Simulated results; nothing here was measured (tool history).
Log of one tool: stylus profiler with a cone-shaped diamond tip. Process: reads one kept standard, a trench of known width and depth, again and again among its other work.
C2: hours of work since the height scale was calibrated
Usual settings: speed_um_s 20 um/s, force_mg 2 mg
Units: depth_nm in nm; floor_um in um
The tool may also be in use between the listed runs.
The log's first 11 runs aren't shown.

{"run": 12, "hour": 402.5, "speed_um_s": 20, "force_mg": 4.24, "scans with this tip": 2569, "C2": 330, "depth_nm": 1013.75, "floor_um": 25.13}
{"run": 13, "hour": 439.3, "speed_um_s": 20, "force_mg": 4.24, "scans with this tip": 2738, "C2": 352, "depth_nm": 1013.34, "floor_um": 25.1}
{"run": 14, "hour": 473.9, "speed_um_s": 20, "force_mg": 1.32, "scans with this tip": 2897, "C2": 372, "depth_nm": 1006.58, "floor_um": 25.06}
{"run": 15, "hour": 520.9, "speed_um_s": 20, "force_mg": 1.32, "scans with this tip": 3112, "C2": 400, "depth_nm": 1006.87, "floor_um": 24.92}
{"run": 16, "hour": 542.9, "speed_um_s": 11, "force_mg": 2, "scans with this tip": 3213, "C2": 413, "depth_nm": 1008.3, "floor_um": 25}
{"run": 17, "hour": 589.7, "speed_um_s": 11, "force_mg": 2, "scans with this tip": 3428, "C2": 441, "depth_nm": 1009.15, "floor_um": 24.92}
{"run": 18, "hour": 612.0, "speed_um_s": 68, "force_mg": 2, "scans with this tip": 3531, "C2": 454, "depth_nm": 1008.37, "floor_um": 24.77}
{"run": 19, "hour": 640.8, "speed_um_s": 20, "force_mg": 4.75, "scans with this tip": 3663, "C2": 471, "depth_nm": 1014.57, "floor_um": 24.81}
{"run": 20, "hour": 673.4, "speed_um_s": 20, "force_mg": 2, "scans with this tip": 3812, "C2": 490, "depth_nm": 1008.16, "floor_um": 24.71}
{"run": 21, "hour": 720.4, "speed_um_s": 7, "force_mg": 2, "scans with this tip": 4028, "C2": 518, "depth_nm": 1008.32, "floor_um": 24.79}
{"run": 22, "hour": 749.8, "speed_um_s": 7, "force_mg": 2, "scans with this tip": 4163, "C2": 535, "depth_nm": 1008.87, "floor_um": 24.7}
{"run": 23, "hour": 796.2, "speed_um_s": 7, "force_mg": 2, "scans with this tip": 4376, "C2": 563, "depth_nm": 1008.93, "floor_um": 24.67}
{"run": 24, "hour": 840.6, "speed_um_s": 7, "force_mg": 2, "scans with this tip": 4580, "C2": 589, "depth_nm": 1008.52, "floor_um": 24.58}
{"run": 25, "hour": 885.4, "speed_um_s": 5, "force_mg": 3.7, "scans with this tip": 4785, "C2": 615, "depth_nm": 1012.81, "floor_um": 24.56}
{"run": 26, "hour": 923.0, "speed_um_s": 9, "force_mg": 2.89, "scans with this tip": 4958, "C2": 637, "depth_nm": 1011.02, "floor_um": 24.56}
{"run": 27, "hour": 960.7, "speed_um_s": 29, "force_mg": 2.94, "scans with this tip": 5131, "C2": 660, "depth_nm": 1011.34, "floor_um": 24.39}
{"run": 28, "hour": 987.2, "speed_um_s": 15, "force_mg": 2.41, "scans with this tip": 5253, "C2": 675, "depth_nm": 1009.76, "floor_um": 24.4}
{"run": 29, "hour": 1020.5, "speed_um_s": 13, "force_mg": 3.95, "scans with this tip": 5406, "C2": 695, "depth_nm": 1013.47, "floor_um": 24.36}
{"run": 30, "hour": 1054.4, "speed_um_s": 13, "force_mg": 3.95, "scans with this tip": 5561, "C2": 715, "depth_nm": 1013.21, "floor_um": 24.34}
{"run": 31, "hour": 1092.3, "speed_um_s": 23, "force_mg": 0.94, "scans with this tip": 5735, "C2": 737, "depth_nm": 1005.78, "floor_um": 24.21}

Forecast run 32:
{"run": 32, "hour": 1133.3, "speed_um_s": 11, "force_mg": 3.27, "scans with this tip": 5924, "C2": 761, "depth_nm": "?", "floor_um": "?"}

depth_nm: 1012.25 nm
floor_um: 24.25 um
Without the tool's hidden state the same run would have given depth_nm 1011.06 nm, floor_um 25.99 um.
